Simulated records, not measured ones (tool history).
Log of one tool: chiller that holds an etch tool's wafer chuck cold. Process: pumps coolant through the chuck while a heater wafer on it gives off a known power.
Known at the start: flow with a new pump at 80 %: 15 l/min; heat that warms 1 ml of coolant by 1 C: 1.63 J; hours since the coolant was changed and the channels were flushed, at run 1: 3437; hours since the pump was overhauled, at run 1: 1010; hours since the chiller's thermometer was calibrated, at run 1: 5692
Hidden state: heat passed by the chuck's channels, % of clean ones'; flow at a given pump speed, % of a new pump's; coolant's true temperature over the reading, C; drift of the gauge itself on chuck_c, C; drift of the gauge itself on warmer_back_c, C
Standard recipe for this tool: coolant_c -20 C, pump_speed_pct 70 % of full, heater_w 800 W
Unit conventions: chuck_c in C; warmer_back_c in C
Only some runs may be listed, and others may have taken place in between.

run    hour  coolant_c  pump_speed_pct  heater_w  hours since the coolant was changed and the channels were flushed  hours since the pump was overhauled  hours since the chiller's thermometer was calibrated  chuck_c  warmer_back_c
  1       0        -20              70       800                                                               3437                                 1010                                                  5692    -13.7           2.31
  2    34.4        -20              65       800                                                               3471                                 1045                                                  5726    -13.3           2.51
  3    97.4        -20              65       800                                                               3534                                 1108                                                  5789    -13.4           2.49
  4     175        -20              65       800                                                               3612                                 1185                                                  5867    -13.4           2.46
  5     251        -20              65       800                                                               3688                                 1261                                                  5943    -13.3           2.49
  6   294.9        -20              65       800                                                               3732                                 1305                                                  5987    -13.3           2.47
      303.3  -- chiller's thermometer calibrated
  7   367.8        -20              65       800                                                               3804                                 1377                                                    64      -13           2.44
  8   439.5        -20              65       800                                                               3876                                 1449                                                   136      -13           2.49
  9   477.8        -20              70       800                                                               3914                                 1487                                                   174    -13.3           2.27
 10   536.7        -20              72       800                                                               3973                                 1546                                                   233    -13.5           2.26
 11   569.7        -29              98       800                                                               4006                                 1579                                                   266    -23.6           1.52
 12   625.8        -20              70       477                                                               4062                                 1635                                                   322    -16.2           1.35
 13   691.4        -20              70       477                                                               4127                                 1701                                                   388    -16.1           1.41
      701.8  -- coolant pump overhauled
 14   737.7        -20              70       477                                                               4169                                   36                                                   429      -16           1.36
 15   786.7        -20              86       800                                                               4218                                   85                                                   478    -13.9           1.78
 16   819.8        -20              86       800                                                               4251                                  118                                                   511      -14           1.82
 17   854.5        -28              93       961                                                               4286                                  153                                                   546    -21.1           2.01
 18   924.6        -11              86       711                                                               4356                                  223                                                   616     -5.7            1.7
 19   968.4        -11              86       711                                                               4400                                  267                                                   660     -5.7           1.68
 20  1004.3        -22              67       642                                                               4435                                  303                                                   696    -16.5           1.94

Branching from run 20: 3 alternative next runs. What would each branch give?
     1026.8  -- coolant pump overhauled, once more
  A  1071.9        -15              70       800                                                               4498                                   45                                                   759        ?              ?
     1026.8  -- coolant pump overhauled, once more
  B  1071.9        -22              84       642                                                               4498                                   45                                                   759        ?              ?
     1026.8  -- coolant pump overhauled, once more
  C  1071.9        -23              99       800                                                               4498                                   45                                                   759        ?              ?

run  chuck_c  warmer_back_c
  A     -8.2           2.25
  B    -17.1            1.5
  C    -17.5           1.53
With no hidden state in the tool, these same runs would have given:
run  chuck_c  warmer_back_c
  A     -8.9           2.25
  B    -17.6            1.5
  C    -18.1           1.54
